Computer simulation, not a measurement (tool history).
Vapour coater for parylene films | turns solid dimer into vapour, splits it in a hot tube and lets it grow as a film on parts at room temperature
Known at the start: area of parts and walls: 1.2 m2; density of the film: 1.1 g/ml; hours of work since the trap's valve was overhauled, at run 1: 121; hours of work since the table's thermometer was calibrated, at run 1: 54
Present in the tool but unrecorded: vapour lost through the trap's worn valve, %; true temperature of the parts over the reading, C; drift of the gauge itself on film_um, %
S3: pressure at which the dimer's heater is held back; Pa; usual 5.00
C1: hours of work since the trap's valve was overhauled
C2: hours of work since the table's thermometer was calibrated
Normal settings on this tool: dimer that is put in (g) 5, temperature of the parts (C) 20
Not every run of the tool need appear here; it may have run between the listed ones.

Run 1, hour 0.0: usual settings; C1 121; C2 54. Result: thickness of the film (µm) 2.013.
Run 2, hour 19.0: usual settings; C1 135; C2 67. Result: thickness of the film (µm) 1.991.
Run 3, hour 42.7: usual settings; C1 152; C2 84. Result: thickness of the film (µm) 1.979.
Run 4, hour 59.1: usual settings; C1 164; C2 96. Result: thickness of the film (µm) 1.997.
Run 5, hour 69.9: usual settings but temperature of the parts (C) 28; C1 171; C2 104. Result: thickness of the film (µm) 1.628.
Run 6, hour 85.8: usual settings but dimer that is put in (g) 3, temperature of the parts (C) 28; C1 183; C2 115. Result: thickness of the film (µm) 0.963.
Run 7, hour 100.8: usual settings; C1 193; C2 126. Result: thickness of the film (µm) 1.985.
Run 8, hour 113.9: usual settings but dimer that is put in (g) 6; C1 203; C2 135. Result: thickness of the film (µm) 2.389.
Run 9, hour 137.5: usual settings but dimer that is put in (g) 6; C1 220; C2 152. Result: thickness of the film (µm) 2.368.
Run 10, hour 162.0: usual settings but dimer that is put in (g) 6; C1 237; C2 170. Result: thickness of the film (µm) 2.367.
Run 11, hour 184.6: usual settings but temperature of the parts (C) 15; C1 253; C2 186. Result: thickness of the film (µm) 2.253.
Run 12, hour 203.3: usual settings but temperature of the parts (C) 15; C1 267; C2 199. Result: thickness of the film (µm) 2.243.
Run 13, hour 219.9: usual settings but temperature of the parts (C) 15; C1 279; C2 211. Result: thickness of the film (µm) 2.249.
At hour 225.8: trap's valve overhauled.
Run 14, hour 233.8: usual settings but temperature of the parts (C) 26, S3 2.35 Pa; C1 6; C2 218. Result: thickness of the film (µm) 1.955.
Run 15, hour 250.4: usual settings but temperature of the parts (C) 26, S3 2.35 Pa; C1 18; C2 230. Result: thickness of the film (µm) 1.942.
Run 16, hour 264.7: usual settings but dimer that is put in (g) 4; C1 28; C2 240. Result: thickness of the film (µm) 1.552.
Run 17, hour 284.5: usual settings but dimer that is put in (g) 4; C1 42; C2 255. Result: thickness of the film (µm) 1.554.
Run 18, hour 299.3: usual settings but dimer that is put in (g) 4, temperature of the parts (C) 22, S3 6.99 Pa; C1 53; C2 265. Result: thickness of the film (µm) 1.379.
Run 19, hour 315.5: usual settings but dimer that is put in (g) 4, temperature of the parts (C) 12, S3 2.11 Pa; C1 64; C2 277. Result: thickness of the film (µm) 2.260.
Run 20, hour 332.7: usual settings but dimer that is put in (g) 3, temperature of the parts (C) 12, S3 2.11 Pa; C1 77; C2 289. Result: thickness of the film (µm) 1.689.
Run 21, hour 349.7: usual settings but temperature of the parts (C) 18, S3 2.44 Pa; C1 89; C2 301. Result: thickness of the film (µm) 2.356.
At hour 355.4: trap's valve overhauled, once more.
Run 22, hour 371.4: usual settings but dimer that is put in (g) 3, temperature of the parts (C) 28; C1 11; C2 314. Result: thickness of the film (µm) 0.982.

Expected results for the next run?
Run 23, hour 392.2: usual settings but dimer that is put in (g) 7, temperature of the parts (C) 25, S3 8.10 Pa; C1 26; C2 329. Result: thickness of the film (µm) ?.

Run 23 measured thickness of the film (µm) 2.243.
Were there no unlogged condition in the tool, this run, its random variation unchanged, would have produced thickness of the film (µm) 2.266.
